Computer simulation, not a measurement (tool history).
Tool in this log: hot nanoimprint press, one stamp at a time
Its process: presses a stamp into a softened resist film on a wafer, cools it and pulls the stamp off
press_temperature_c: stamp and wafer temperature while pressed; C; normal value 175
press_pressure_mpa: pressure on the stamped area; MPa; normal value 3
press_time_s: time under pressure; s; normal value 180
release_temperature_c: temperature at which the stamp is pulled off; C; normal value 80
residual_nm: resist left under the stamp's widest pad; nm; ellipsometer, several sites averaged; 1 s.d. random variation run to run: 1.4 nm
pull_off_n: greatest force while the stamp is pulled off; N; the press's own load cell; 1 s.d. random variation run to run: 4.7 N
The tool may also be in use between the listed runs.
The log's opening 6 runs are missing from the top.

| run | hour | press_temperature_c | press_pressure_mpa | press_time_s | release_temperature_c | hours of work since the thermocouple was calibrated | imprints on the stamp's release coat | hours of work since the press's seals were changed | residual_nm | pull_off_n |
|---|---|---|---|---|---|---|---|---|---|---|
| 7 | 186.9 | 175 | 3 | 180 | 80 | 360 | 1012 | 898 | 233.4 | 270 |
| 8 | 215.5 | 165 | 3 | 180 | 80 | 377 | 1107 | 916 | 304.8 | 293 |
| 9 | 254.5 | 165 | 3 | 180 | 80 | 402 | 1236 | 940 | 302 | 283 |
| 10 | 277.7 | 170 | 3 | 180 | 80 | 416 | 1313 | 954 | 271 | 294 |
| 11 | 327.2 | 175 | 3 | 180 | 68 | 447 | 1477 | 985 | 238.2 | 401 |
| 12 | 377.6 | 175 | 3 | 180 | 68 | 478 | 1645 | 1016 | 238.7 | 408 |
| 13 | 430 | 175 | 3 | 180 | 68 | 510 | 1818 | 1049 | 241 | 425 |
| 14 | 459.5 | 175 | 3 | 164 | 80 | 529 | 1916 | 1067 | 249.1 | 322 |
|  | 505.7 | stamp cleaned and given a new release coat |
| 15 | 517.2 | 175 | 3 | 164 | 80 | 561 | 38 | 1099 | 248.2 | 248 |
|  | 545 | plate thermocouple calibrated |
| 16 | 571.8 | 178 | 4.44 | 180 | 80 | 17 | 209 | 1131 | 176.3 | 243 |
| 17 | 611 | 178 | 4.44 | 133 | 81 | 41 | 339 | 1155 | 197.8 | 234 |
| 18 | 650.6 | 166 | 3.75 | 241 | 81 | 65 | 470 | 1180 | 247.1 | 246 |
| 19 | 699.4 | 175 | 2.66 | 180 | 76 | 96 | 632 | 1210 | 241.9 | 286 |
| 20 | 743.3 | 186 | 2.25 | 353 | 80 | 123 | 778 | 1237 | 150.6 | 266 |
| 21 | 779.7 | 167 | 1.86 | 180 | 80 | 146 | 898 | 1260 | 322.9 | 269 |
|  | 802.7 | press's hydraulic seals changed and the load cell set to zero |
| 22 | 835.9 | 169 | 1.92 | 148 | 80 | 175 | 1058 | 21 | 316 | 282 |
| 23 | 867.5 | 179 | 1.94 | 180 | 80 | 195 | 1163 | 40 | 243.6 | 260 |
| 24 | 920.4 | 179 | 1.94 | 180 | 80 | 228 | 1338 | 73 | 242.4 | 289 |
| 25 | 953.3 | 182 | 3 | 154 | 79 | 248 | 1447 | 93 | 197.4 | 296 |
| 26 | 994.7 | 184 | 3.26 | 154 | 86 | 274 | 1584 | 119 | 182.1 | 250 |
| 27 | 1031.5 | 184 | 3.26 | 154 | 86 | 297 | 1706 | 142 | 183.6 | 256 |

Expected results for the next run?
| 28 | 1081.3 | 184 | 3.26 | 184 | 86 | 327 | 1871 | 173 | ? | ? |

residual_nm: 170.9 nm
pull_off_n: 265 N
Were there no unlogged condition in the tool, this run, its random variation unchanged, would have produced residual_nm 163.4 nm, pull_off_n 191 N.

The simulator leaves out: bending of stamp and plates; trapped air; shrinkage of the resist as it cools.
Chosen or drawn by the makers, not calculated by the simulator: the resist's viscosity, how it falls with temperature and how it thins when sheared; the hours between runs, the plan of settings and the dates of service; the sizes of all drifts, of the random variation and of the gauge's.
